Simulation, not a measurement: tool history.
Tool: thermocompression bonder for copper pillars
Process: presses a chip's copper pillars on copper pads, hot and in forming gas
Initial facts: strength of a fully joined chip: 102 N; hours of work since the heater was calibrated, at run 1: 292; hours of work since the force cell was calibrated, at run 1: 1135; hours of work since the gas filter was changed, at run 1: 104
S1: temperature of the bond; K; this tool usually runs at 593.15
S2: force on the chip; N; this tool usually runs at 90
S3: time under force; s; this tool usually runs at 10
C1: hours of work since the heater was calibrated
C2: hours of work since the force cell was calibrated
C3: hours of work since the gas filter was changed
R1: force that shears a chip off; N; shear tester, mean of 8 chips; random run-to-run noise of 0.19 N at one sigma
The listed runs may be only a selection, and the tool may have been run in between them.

| run | hour | S1 | S2 | S3 | C1 | C2 | C3 | R1 |
|---|---|---|---|---|---|---|---|---|
| 1 | 0.0 | 593.15 | 90 | 10 | 292 | 1135 | 104 | 44.9 |
| 2 | 44.0 | 593.15 | 90 | 10 | 323 | 1166 | 135 | 44.6 |
| 3 | 104.8 | 593.15 | 90 | 10 | 366 | 1208 | 178 | 44.4 |
| 4 | 145.9 | 593.15 | 90 | 10 | 394 | 1237 | 207 | 44.5 |
| 5 | 201.1 | 593.15 | 90 | 9 | 433 | 1276 | 246 | 42.5 |
| 6 | 233.6 | 593.15 | 90 | 9 | 456 | 1299 | 269 | 42.2 |
| 7 | 268.2 | 593.15 | 60 | 10 | 481 | 1324 | 293 | 36.3 |
| 8 | 296.1 | 593.15 | 60 | 10 | 500 | 1343 | 313 | 35.8 |
|  | 316.3 | forming gas filter changed |
| 9 | 335.5 | 593.15 | 60 | 10 | 528 | 1371 | 14 | 37.7 |
| 10 | 362.7 | 593.15 | 60 | 10 | 547 | 1390 | 33 | 37.6 |
| 11 | 408.5 | 593.15 | 60 | 10 | 579 | 1422 | 65 | 37.4 |
| 12 | 450.4 | 593.15 | 60 | 10 | 609 | 1451 | 94 | 37.8 |
| 13 | 483.7 | 593.15 | 90 | 19 | 632 | 1475 | 118 | 57.0 |
| 14 | 508.5 | 593.15 | 90 | 19 | 650 | 1492 | 135 | 56.9 |
| 15 | 567.0 | 593.15 | 90 | 19 | 691 | 1534 | 177 | 57.1 |
| 16 | 616.3 | 593.15 | 90 | 19 | 725 | 1568 | 211 | 56.4 |
|  | 622.8 | heater calibrated with a thermocouple chip |
| 17 | 676.2 | 622.15 | 120 | 10 | 38 | 1609 | 252 | 60.1 |
| 18 | 732.6 | 622.15 | 120 | 10 | 77 | 1649 | 292 | 60.2 |
| 19 | 774.0 | 622.15 | 120 | 10 | 107 | 1678 | 321 | 59.3 |
|  | 780.2 | forming gas filter changed |
| 20 | 821.0 | 593.15 | 107 | 6 | 139 | 1711 | 29 | 39.7 |
| 21 | 877.6 | 568.15 | 66 | 6 | 179 | 1751 | 69 | 23.2 |
| 22 | 923.9 | 609.15 | 57 | 14 | 212 | 1783 | 101 | 45.7 |
| 23 | 978.2 | 619.15 | 90 | 19 | 250 | 1821 | 140 | 65.9 |
| 24 | 1007.4 | 619.15 | 90 | 19 | 271 | 1842 | 160 | 65.5 |
| 25 | 1067.4 | 567.15 | 117 | 5 | 313 | 1884 | 202 | 29.5 |

4 options for the next run, each taken on its own from the tool as it stands now. Forecast them:
| A | 1128.1 | 616.15 | 106 | 10 | 356 | 1927 | 245 | ? |
| B | 1128.1 | 588.15 | 90 | 10 | 356 | 1927 | 245 | ? |
| C | 1128.1 | 592.15 | 90 | 10 | 356 | 1927 | 245 | ? |
| D | 1128.1 | 578.15 | 62 | 11 | 356 | 1927 | 245 | ? |

| run | R1 |
|---|---|
| A | 55.9 |
| B | 41.6 |
| C | 42.7 |
| D | 31.9 |
Without the tool's unlogged condition, the same runs would have read:
| run | R1 |
|---|---|
| A | 58.3 |
| B | 43.2 |
| C | 44.4 |
| D | 33.1 |
